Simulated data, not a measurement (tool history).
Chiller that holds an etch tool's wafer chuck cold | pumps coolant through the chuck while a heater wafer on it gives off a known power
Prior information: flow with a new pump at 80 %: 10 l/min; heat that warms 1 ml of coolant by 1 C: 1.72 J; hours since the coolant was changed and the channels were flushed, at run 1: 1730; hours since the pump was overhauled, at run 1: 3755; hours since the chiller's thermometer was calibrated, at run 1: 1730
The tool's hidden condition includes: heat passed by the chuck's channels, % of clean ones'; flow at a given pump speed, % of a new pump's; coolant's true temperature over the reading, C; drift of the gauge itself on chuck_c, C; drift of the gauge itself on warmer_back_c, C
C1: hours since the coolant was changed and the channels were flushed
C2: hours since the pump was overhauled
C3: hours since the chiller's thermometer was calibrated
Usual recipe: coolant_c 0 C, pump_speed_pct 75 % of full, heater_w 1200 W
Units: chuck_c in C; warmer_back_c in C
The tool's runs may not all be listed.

{"run": 1, "hour": 0.0, "coolant_c": 0, "pump_speed_pct": 75, "heater_w": 1200, "C1": 1730, "C2": 3755, "C3": 1730, "chuck_c": 9.5, "warmer_back_c": 4.86}
{"run": 2, "hour": 66.3, "coolant_c": 0, "pump_speed_pct": 75, "heater_w": 1200, "C1": 1796, "C2": 3821, "C3": 1796, "chuck_c": 9.5, "warmer_back_c": 4.83}
{"run": 3, "hour": 135.4, "coolant_c": 0, "pump_speed_pct": 75, "heater_w": 1200, "C1": 1865, "C2": 3890, "C3": 1865, "chuck_c": 9.5, "warmer_back_c": 4.9}
{"run": 4, "hour": 180.5, "coolant_c": 0, "pump_speed_pct": 75, "heater_w": 1200, "C1": 1910, "C2": 3935, "C3": 1910, "chuck_c": 9.6, "warmer_back_c": 4.93}
{"run": 5, "hour": 280.5, "coolant_c": 0, "pump_speed_pct": 67, "heater_w": 1200, "C1": 2010, "C2": 4035, "C3": 2010, "chuck_c": 10.7, "warmer_back_c": 5.5}
{"run": 6, "hour": 335.3, "coolant_c": 0, "pump_speed_pct": 67, "heater_w": 1200, "C1": 2065, "C2": 4090, "C3": 2065, "chuck_c": 10.6, "warmer_back_c": 5.49}
{"run": 7, "hour": 378.7, "coolant_c": 0, "pump_speed_pct": 67, "heater_w": 1200, "C1": 2109, "C2": 4134, "C3": 2109, "chuck_c": 10.5, "warmer_back_c": 5.59}
{"run": 8, "hour": 484.4, "coolant_c": 0, "pump_speed_pct": 75, "heater_w": 1200, "C1": 2214, "C2": 4239, "C3": 2214, "chuck_c": 9.8, "warmer_back_c": 4.92}
{"run": 9, "hour": 552.2, "coolant_c": 0, "pump_speed_pct": 75, "heater_w": 1200, "C1": 2282, "C2": 4307, "C3": 2282, "chuck_c": 9.8, "warmer_back_c": 4.92}
{"run": 10, "hour": 609.4, "coolant_c": 0, "pump_speed_pct": 75, "heater_w": 1200, "C1": 2339, "C2": 4364, "C3": 2339, "chuck_c": 9.7, "warmer_back_c": 4.94}
{"run": 11, "hour": 665.9, "coolant_c": 0, "pump_speed_pct": 75, "heater_w": 858, "C1": 2396, "C2": 4421, "C3": 2396, "chuck_c": 7.1, "warmer_back_c": 3.54}
{"hour": 679.3, "done": "coolant pump overhauled"}
{"run": 12, "hour": 765.4, "coolant_c": 0, "pump_speed_pct": 75, "heater_w": 858, "C1": 2490, "C2": 86, "C3": 2490, "chuck_c": 7.5, "warmer_back_c": 3.76}
{"run": 13, "hour": 866.2, "coolant_c": 0, "pump_speed_pct": 75, "heater_w": 1235, "C1": 2591, "C2": 187, "C3": 2591, "chuck_c": 10.5, "warmer_back_c": 5.34}
{"run": 14, "hour": 928.3, "coolant_c": 0, "pump_speed_pct": 75, "heater_w": 1235, "C1": 2653, "C2": 249, "C3": 2653, "chuck_c": 10.6, "warmer_back_c": 5.33}
{"hour": 963.6, "done": "coolant pump overhauled, once more"}
{"run": 15, "hour": 1029.3, "coolant_c": 0, "pump_speed_pct": 75, "heater_w": 1124, "C1": 2749, "C2": 66, "C3": 2749, "chuck_c": 8.8, "warmer_back_c": 4.15}
{"run": 16, "hour": 1089.6, "coolant_c": 0, "pump_speed_pct": 63, "heater_w": 1200, "C1": 2809, "C2": 126, "C3": 2809, "chuck_c": 10.7, "warmer_back_c": 5.45}
{"run": 17, "hour": 1147.1, "coolant_c": 0, "pump_speed_pct": 63, "heater_w": 1200, "C1": 2867, "C2": 184, "C3": 2867, "chuck_c": 10.5, "warmer_back_c": 5.47}
{"run": 18, "hour": 1211.2, "coolant_c": 0, "pump_speed_pct": 63, "heater_w": 1200, "C1": 2931, "C2": 248, "C3": 2931, "chuck_c": 10.6, "warmer_back_c": 5.47}
{"run": 19, "hour": 1306.5, "coolant_c": 0, "pump_speed_pct": 87, "heater_w": 648, "C1": 3026, "C2": 343, "C3": 3026, "chuck_c": 4.6, "warmer_back_c": 2.1}
{"run": 20, "hour": 1364.3, "coolant_c": 0, "pump_speed_pct": 87, "heater_w": 648, "C1": 3084, "C2": 401, "C3": 3084, "chuck_c": 4.7, "warmer_back_c": 2.08}
{"run": 21, "hour": 1416.7, "coolant_c": 2, "pump_speed_pct": 64, "heater_w": 1082, "C1": 3136, "C2": 453, "C3": 3136, "chuck_c": 11.6, "warmer_back_c": 4.86}
{"run": 22, "hour": 1477.7, "coolant_c": 8, "pump_speed_pct": 75, "heater_w": 1200, "C1": 3198, "C2": 514, "C3": 3198, "chuck_c": 17.6, "warmer_back_c": 4.58}
{"run": 23, "hour": 1561.2, "coolant_c": 8, "pump_speed_pct": 75, "heater_w": 1200, "C1": 3281, "C2": 598, "C3": 3281, "chuck_c": 17.5, "warmer_back_c": 4.51}
{"run": 24, "hour": 1642.7, "coolant_c": 8, "pump_speed_pct": 63, "heater_w": 965, "C1": 3363, "C2": 679, "C3": 3363, "chuck_c": 17, "warmer_back_c": 4.4}
{"run": 25, "hour": 1713.9, "coolant_c": 5, "pump_speed_pct": 88, "heater_w": 1200, "C1": 3434, "C2": 750, "C3": 3434, "chuck_c": 13.6, "warmer_back_c": 3.83}
{"run": 26, "hour": 1789.9, "coolant_c": 5, "pump_speed_pct": 88, "heater_w": 1200, "C1": 3510, "C2": 826, "C3": 3510, "chuck_c": 13.2, "warmer_back_c": 3.84}
{"run": 27, "hour": 1888.7, "coolant_c": 7, "pump_speed_pct": 88, "heater_w": 808, "C1": 3608, "C2": 925, "C3": 3608, "chuck_c": 12.9, "warmer_back_c": 2.64}
{"run": 28, "hour": 1962.8, "coolant_c": -8, "pump_speed_pct": 75, "heater_w": 688, "C1": 3683, "C2": 999, "C3": 3683, "chuck_c": -2.4, "warmer_back_c": 2.55}
{"run": 29, "hour": 2029.1, "coolant_c": -8, "pump_speed_pct": 75, "heater_w": 688, "C1": 3749, "C2": 1065, "C3": 3749, "chuck_c": -2.2, "warmer_back_c": 2.61}
{"run": 30, "hour": 2136.4, "coolant_c": 1, "pump_speed_pct": 66, "heater_w": 813, "C1": 3856, "C2": 1173, "C3": 3856, "chuck_c": 8.5, "warmer_back_c": 3.59}
{"run": 31, "hour": 2195.4, "coolant_c": 0, "pump_speed_pct": 75, "heater_w": 990, "C1": 3915, "C2": 1232, "C3": 3915, "chuck_c": 8, "warmer_back_c": 3.81}

How the hidden state differs across the entries between the runs, from the last listed run before each to the first after it:
Runs 11 to 12: coolant pump overhauled (hour 679.3)
  heat passed by the chuck's channels, % of clean ones': 95.2 -> 95; flow at a given pump speed, % of a new pump's: 91 -> 86.9; coolant's true temperature over the reading, C: 0.27 -> 0.29
  measured value less the no-hidden-state value, chuck_c: +1 -> +1.2 C; warmer_back_c: +0.31 -> +0.48 C
Runs 14 to 15: coolant pump overhauled, once more (hour 963.6)
  heat passed by the chuck's channels, % of clean ones': 94.7 -> 94.5; flow at a given pump speed, % of a new pump's: 86.6 -> 100.1; coolant's true temperature over the reading, C: 0.31 -> 0.32
  measured value less the no-hidden-state value, chuck_c: +1.7 -> +0.6 C; warmer_back_c: +0.72 -> -0.01 C
